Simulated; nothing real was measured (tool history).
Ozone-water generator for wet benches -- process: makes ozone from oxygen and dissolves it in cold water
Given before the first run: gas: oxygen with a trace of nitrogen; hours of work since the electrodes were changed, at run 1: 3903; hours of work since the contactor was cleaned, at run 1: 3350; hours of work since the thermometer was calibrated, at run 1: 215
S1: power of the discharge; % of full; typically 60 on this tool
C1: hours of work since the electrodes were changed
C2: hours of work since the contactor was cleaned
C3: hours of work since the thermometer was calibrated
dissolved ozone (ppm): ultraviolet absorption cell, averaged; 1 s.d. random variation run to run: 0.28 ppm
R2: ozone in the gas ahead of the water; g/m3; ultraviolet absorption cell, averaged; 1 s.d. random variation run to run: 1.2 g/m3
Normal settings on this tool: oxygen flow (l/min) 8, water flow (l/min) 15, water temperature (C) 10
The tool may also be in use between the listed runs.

{"run": 1, "day": 0.0, "S1": 60, "oxygen flow (l/min)": 8, "water flow (l/min)": 15, "water temperature (C)": 10, "C1": 3903, "C2": 3350, "C3": 215, "dissolved ozone (ppm)": 43.1, "R2": 222.2}
{"day": 7.121, "done": "contactor cleaned"}
{"run": 2, "day": 7.654, "S1": 60, "oxygen flow (l/min)": 8, "water flow (l/min)": 15, "water temperature (C)": 10, "C1": 4029, "C2": 9, "C3": 341, "dissolved ozone (ppm)": 42.6, "R2": 220.3}
{"run": 3, "day": 15.646, "S1": 45, "oxygen flow (l/min)": 8, "water flow (l/min)": 15, "water temperature (C)": 10, "C1": 4163, "C2": 143, "C3": 476, "dissolved ozone (ppm)": 33.5, "R2": 170.8}
{"run": 4, "day": 21.933, "S1": 45, "oxygen flow (l/min)": 8, "water flow (l/min)": 17, "water temperature (C)": 10, "C1": 4269, "C2": 249, "C3": 581, "dissolved ozone (ppm)": 30.4, "R2": 171.7}
{"run": 5, "day": 28.171, "S1": 43, "oxygen flow (l/min)": 8, "water flow (l/min)": 15, "water temperature (C)": 10, "C1": 4374, "C2": 354, "C3": 686, "dissolved ozone (ppm)": 31.6, "R2": 164.7}
{"run": 6, "day": 33.158, "S1": 43, "oxygen flow (l/min)": 8, "water flow (l/min)": 15, "water temperature (C)": 10, "C1": 4458, "C2": 438, "C3": 770, "dissolved ozone (ppm)": 32, "R2": 165.2}
{"run": 7, "day": 37.554, "S1": 60, "oxygen flow (l/min)": 8, "water flow (l/min)": 15, "water temperature (C)": 18, "C1": 4532, "C2": 512, "C3": 844, "dissolved ozone (ppm)": 37, "R2": 220.7}
{"run": 8, "day": 42.429, "S1": 60, "oxygen flow (l/min)": 7.15, "water flow (l/min)": 15, "water temperature (C)": 10, "C1": 4614, "C2": 594, "C3": 927, "dissolved ozone (ppm)": 43.4, "R2": 234.9}
{"run": 9, "day": 50.296, "S1": 60, "oxygen flow (l/min)": 7.15, "water flow (l/min)": 15, "water temperature (C)": 10, "C1": 4747, "C2": 727, "C3": 1059, "dissolved ozone (ppm)": 43.2, "R2": 237}
{"run": 10, "day": 55.725, "S1": 60, "oxygen flow (l/min)": 7.15, "water flow (l/min)": 15, "water temperature (C)": 10, "C1": 4838, "C2": 818, "C3": 1150, "dissolved ozone (ppm)": 44.1, "R2": 238.3}
{"run": 11, "day": 61.454, "S1": 60, "oxygen flow (l/min)": 7.15, "water flow (l/min)": 15, "water temperature (C)": 10, "C1": 4934, "C2": 915, "C3": 1247, "dissolved ozone (ppm)": 43.7, "R2": 237.6}
{"run": 12, "day": 66.788, "S1": 60, "oxygen flow (l/min)": 8, "water flow (l/min)": 15, "water temperature (C)": 10, "C1": 5024, "C2": 1004, "C3": 1337, "dissolved ozone (ppm)": 42.6, "R2": 220.9}
{"run": 13, "day": 73.667, "S1": 60, "oxygen flow (l/min)": 8, "water flow (l/min)": 15, "water temperature (C)": 10, "C1": 5140, "C2": 1120, "C3": 1452, "dissolved ozone (ppm)": 43.1, "R2": 223.3}
{"run": 14, "day": 79.146, "S1": 60, "oxygen flow (l/min)": 8, "water flow (l/min)": 15, "water temperature (C)": 10, "C1": 5232, "C2": 1213, "C3": 1545, "dissolved ozone (ppm)": 42.7, "R2": 220.8}
{"run": 15, "day": 85.392, "S1": 60, "oxygen flow (l/min)": 8, "water flow (l/min)": 15, "water temperature (C)": 10, "C1": 5338, "C2": 1318, "C3": 1650, "dissolved ozone (ppm)": 42.9, "R2": 220.4}
{"run": 16, "day": 93.075, "S1": 60, "oxygen flow (l/min)": 8, "water flow (l/min)": 15, "water temperature (C)": 10, "C1": 5467, "C2": 1447, "C3": 1779, "dissolved ozone (ppm)": 42.7, "R2": 220.3}
{"run": 17, "day": 99.346, "S1": 67, "oxygen flow (l/min)": 8, "water flow (l/min)": 22, "water temperature (C)": 7, "C1": 5572, "C2": 1553, "C3": 1885, "dissolved ozone (ppm)": 36.2, "R2": 245.7}
{"run": 18, "day": 104.321, "S1": 67, "oxygen flow (l/min)": 9.43, "water flow (l/min)": 22, "water temperature (C)": 7, "C1": 5656, "C2": 1636, "C3": 1969, "dissolved ozone (ppm)": 36.3, "R2": 222.1}
{"run": 19, "day": 109.471, "S1": 77, "oxygen flow (l/min)": 4.37, "water flow (l/min)": 18, "water temperature (C)": 12, "C1": 5743, "C2": 1723, "C3": 2055, "dissolved ozone (ppm)": 47.3, "R2": 400.8}
{"run": 20, "day": 116.929, "S1": 48, "oxygen flow (l/min)": 12.19, "water flow (l/min)": 19, "water temperature (C)": 6, "C1": 5868, "C2": 1849, "C3": 2181, "dissolved ozone (ppm)": 29.5, "R2": 140.2}
{"run": 21, "day": 124.033, "S1": 60, "oxygen flow (l/min)": 5.07, "water flow (l/min)": 11, "water temperature (C)": 10, "C1": 5988, "C2": 1968, "C3": 2300, "dissolved ozone (ppm)": 57.3, "R2": 293.2}
{"run": 22, "day": 128.325, "S1": 60, "oxygen flow (l/min)": 5.07, "water flow (l/min)": 20, "water temperature (C)": 10, "C1": 6060, "C2": 2041, "C3": 2373, "dissolved ozone (ppm)": 35, "R2": 295}
{"run": 23, "day": 134.229, "S1": 60, "oxygen flow (l/min)": 5.07, "water flow (l/min)": 19, "water temperature (C)": 5, "C1": 6160, "C2": 2140, "C3": 2472, "dissolved ozone (ppm)": 39, "R2": 293.7}
{"run": 24, "day": 137.512, "S1": 60, "oxygen flow (l/min)": 5.07, "water flow (l/min)": 19, "water temperature (C)": 5, "C1": 6215, "C2": 2195, "C3": 2527, "dissolved ozone (ppm)": 39.1, "R2": 293.5}
{"run": 25, "day": 144.717, "S1": 77, "oxygen flow (l/min)": 14.07, "water flow (l/min)": 14, "water temperature (C)": 11, "C1": 6336, "C2": 2317, "C3": 2649, "dissolved ozone (ppm)": 47.3, "R2": 194.2}
{"run": 26, "day": 151.546, "S1": 93, "oxygen flow (l/min)": 8, "water flow (l/min)": 15, "water temperature (C)": 17, "C1": 6451, "C2": 2432, "C3": 2764, "dissolved ozone (ppm)": 55.3, "R2": 324.6}
{"day": 158.125, "done": "electrodes of the discharge changed"}
{"run": 27, "day": 159.471, "S1": 93, "oxygen flow (l/min)": 8, "water flow (l/min)": 15, "water temperature (C)": 17, "C1": 23, "C2": 2561, "C3": 2893, "dissolved ozone (ppm)": 55.1, "R2": 327.9}
{"run": 28, "day": 165.458, "S1": 93, "oxygen flow (l/min)": 8, "water flow (l/min)": 15, "water temperature (C)": 17, "C1": 123, "C2": 2662, "C3": 2994, "dissolved ozone (ppm)": 55.7, "R2": 327}

What will run 29 give?
{"run": 29, "day": 171.625, "S1": 93, "oxygen flow (l/min)": 8, "water flow (l/min)": 15, "water temperature (C)": 17, "C1": 227, "C2": 2765, "C3": 3098, "dissolved ozone (ppm)": "?", "R2": "?"}

For run 29 the tool returned dissolved ozone (ppm) 55.4, R2 329.8 g/m3.
Without the tool's hidden state the same run would have given dissolved ozone (ppm) 55.4, R2 329.8 g/m3.

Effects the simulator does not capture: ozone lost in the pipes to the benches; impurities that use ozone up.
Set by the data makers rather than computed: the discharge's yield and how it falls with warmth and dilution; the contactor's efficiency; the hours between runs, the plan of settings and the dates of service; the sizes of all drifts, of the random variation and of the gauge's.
